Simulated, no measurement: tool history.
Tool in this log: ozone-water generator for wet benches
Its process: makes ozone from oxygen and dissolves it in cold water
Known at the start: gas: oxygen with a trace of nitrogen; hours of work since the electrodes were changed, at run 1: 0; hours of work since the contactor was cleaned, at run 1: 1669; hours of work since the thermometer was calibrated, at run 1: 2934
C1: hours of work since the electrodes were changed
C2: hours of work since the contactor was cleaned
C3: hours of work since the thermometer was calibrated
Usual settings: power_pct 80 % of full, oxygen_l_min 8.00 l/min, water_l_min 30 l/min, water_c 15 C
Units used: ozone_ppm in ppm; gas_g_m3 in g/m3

run 1 hour=0.0 | power_pct=80 oxygen_l_min=8.00 water_l_min=30 water_c=15 | C1=0 C2=1669 C3=2934 | ozone_ppm=17.7 gas_g_m3=173.5
run 2 hour=190.6 | power_pct=80 oxygen_l_min=8.00 water_l_min=30 water_c=15 | C1=185 C2=1854 C3=3119 | ozone_ppm=18.0 gas_g_m3=173.9
run 3 hour=307.3 | power_pct=80 oxygen_l_min=8.00 water_l_min=30 water_c=15 | C1=298 C2=1968 C3=3232 | ozone_ppm=17.6 gas_g_m3=171.0
run 4 hour=423.5 | power_pct=80 oxygen_l_min=8.00 water_l_min=30 water_c=15 | C1=411 C2=2080 C3=3345 | ozone_ppm=17.5 gas_g_m3=172.1
run 5 hour=516.2 | power_pct=80 oxygen_l_min=8.00 water_l_min=38 water_c=15 | C1=501 C2=2170 C3=3435 | ozone_ppm=13.9 gas_g_m3=170.6
run 6 hour=675.9 | power_pct=80 oxygen_l_min=8.00 water_l_min=38 water_c=15 | C1=656 C2=2325 C3=3590 | ozone_ppm=13.9 gas_g_m3=170.1
run 7 hour=844.2 | power_pct=80 oxygen_l_min=9.70 water_l_min=30 water_c=15 | C1=819 C2=2489 C3=3753 | ozone_ppm=17.7 gas_g_m3=158.1
run 8 hour=959.2 | power_pct=80 oxygen_l_min=9.70 water_l_min=30 water_c=15 | C1=931 C2=2600 C3=3865 | ozone_ppm=17.8 gas_g_m3=158.1
run 9 hour=1128.3 | power_pct=42 oxygen_l_min=8.00 water_l_min=30 water_c=15 | C1=1095 C2=2764 C3=4029 | ozone_ppm=9.3 gas_g_m3=95.2
run 10 hour=1303.5 | power_pct=80 oxygen_l_min=8.00 water_l_min=18 water_c=15 | C1=1265 C2=2935 C3=4199 | ozone_ppm=24.9 gas_g_m3=166.9
-- hour=1318.3 water thermometer calibrated
run 11 hour=1433.8 | power_pct=80 oxygen_l_min=8.00 water_l_min=30 water_c=15 | C1=1391 C2=3060 C3=112 | ozone_ppm=16.6 gas_g_m3=168.4
run 12 hour=1584.1 | power_pct=80 oxygen_l_min=8.00 water_l_min=30 water_c=15 | C1=1537 C2=3206 C3=258 | ozone_ppm=16.9 gas_g_m3=166.2
run 13 hour=1716.7 | power_pct=80 oxygen_l_min=8.00 water_l_min=30 water_c=15 | C1=1666 C2=3335 C3=387 | ozone_ppm=16.8 gas_g_m3=165.0
run 14 hour=1836.5 | power_pct=80 oxygen_l_min=4.57 water_l_min=30 water_c=15 | C1=1782 C2=3451 C3=503 | ozone_ppm=14.2 gas_g_m3=199.3
-- hour=1874.9 contactor cleaned
run 15 hour=2043.8 | power_pct=80 oxygen_l_min=8.00 water_l_min=30 water_c=15 | C1=1979 C2=164 C3=700 | ozone_ppm=16.9 gas_g_m3=162.6
run 16 hour=2240.8 | power_pct=80 oxygen_l_min=8.00 water_l_min=31 water_c=15 | C1=2170 C2=355 C3=891 | ozone_ppm=16.5 gas_g_m3=164.1
run 17 hour=2377.5 | power_pct=80 oxygen_l_min=8.00 water_l_min=31 water_c=15 | C1=2303 C2=488 C3=1024 | ozone_ppm=16.1 gas_g_m3=161.0
run 18 hour=2564.6 | power_pct=80 oxygen_l_min=4.45 water_l_min=41 water_c=15 | C1=2485 C2=669 C3=1206 | ozone_ppm=10.3 gas_g_m3=197.2
run 19 hour=2666.9 | power_pct=73 oxygen_l_min=8.00 water_l_min=43 water_c=15 | C1=2584 C2=769 C3=1305 | ozone_ppm=11.1 gas_g_m3=148.3
run 20 hour=2821.6 | power_pct=62 oxygen_l_min=9.28 water_l_min=44 water_c=14 | C1=2734 C2=919 C3=1455 | ozone_ppm=9.9 gas_g_m3=121.1
run 21 hour=2971.0 | power_pct=76 oxygen_l_min=6.62 water_l_min=44 water_c=8 | C1=2879 C2=1064 C3=1600 | ozone_ppm=11.2 gas_g_m3=163.0
run 22 hour=3076.0 | power_pct=98 oxygen_l_min=7.33 water_l_min=30 water_c=17 | C1=2981 C2=1166 C3=1702 | ozone_ppm=18.6 gas_g_m3=195.1
run 23 hour=3217.4 | power_pct=52 oxygen_l_min=7.33 water_l_min=18 water_c=17 | C1=3118 C2=1303 C3=1839 | ozone_ppm=16.0 gas_g_m3=114.2
run 24 hour=3389.1 | power_pct=68 oxygen_l_min=11.44 water_l_min=23 water_c=17 | C1=3285 C2=1469 C3=2006 | ozone_ppm=17.5 gas_g_m3=122.0
run 25 hour=3578.5 | power_pct=68 oxygen_l_min=11.44 water_l_min=23 water_c=17 | C1=3469 C2=1653 C3=2190 | ozone_ppm=17.2 gas_g_m3=121.7
run 26 hour=3704.4 | power_pct=68 oxygen_l_min=11.44 water_l_min=23 water_c=17 | C1=3591 C2=1776 C3=2312 | ozone_ppm=17.3 gas_g_m3=120.0
run 27 hour=3914.6 | power_pct=68 oxygen_l_min=11.44 water_l_min=23 water_c=17 | C1=3795 C2=1979 C3=2516 | ozone_ppm=17.4 gas_g_m3=119.9
run 28 hour=4076.2 | power_pct=56 oxygen_l_min=8.00 water_l_min=30 water_c=15 | C1=3952 C2=2136 C3=2673 | ozone_ppm=11.8 gas_g_m3=113.7
run 29 hour=4164.4 | power_pct=56 oxygen_l_min=8.00 water_l_min=30 water_c=15 | C1=4037 C2=2222 C3=2758 | ozone_ppm=11.6 gas_g_m3=114.6

Forecast run 30:
run 30 hour=4354.8 | power_pct=56 oxygen_l_min=8.00 water_l_min=30 water_c=15 | C1=4222 C2=2407 C3=2943 | ozone_ppm=? gas_g_m3=?

For run 30 the tool returned ozone_ppm 11.5 ppm, gas_g_m3 113.9 g/m3.
On a tool with no hidden condition, and with the same random variation, this run would have come out at ozone_ppm 12.9 ppm, gas_g_m3 123.6 g/m3.
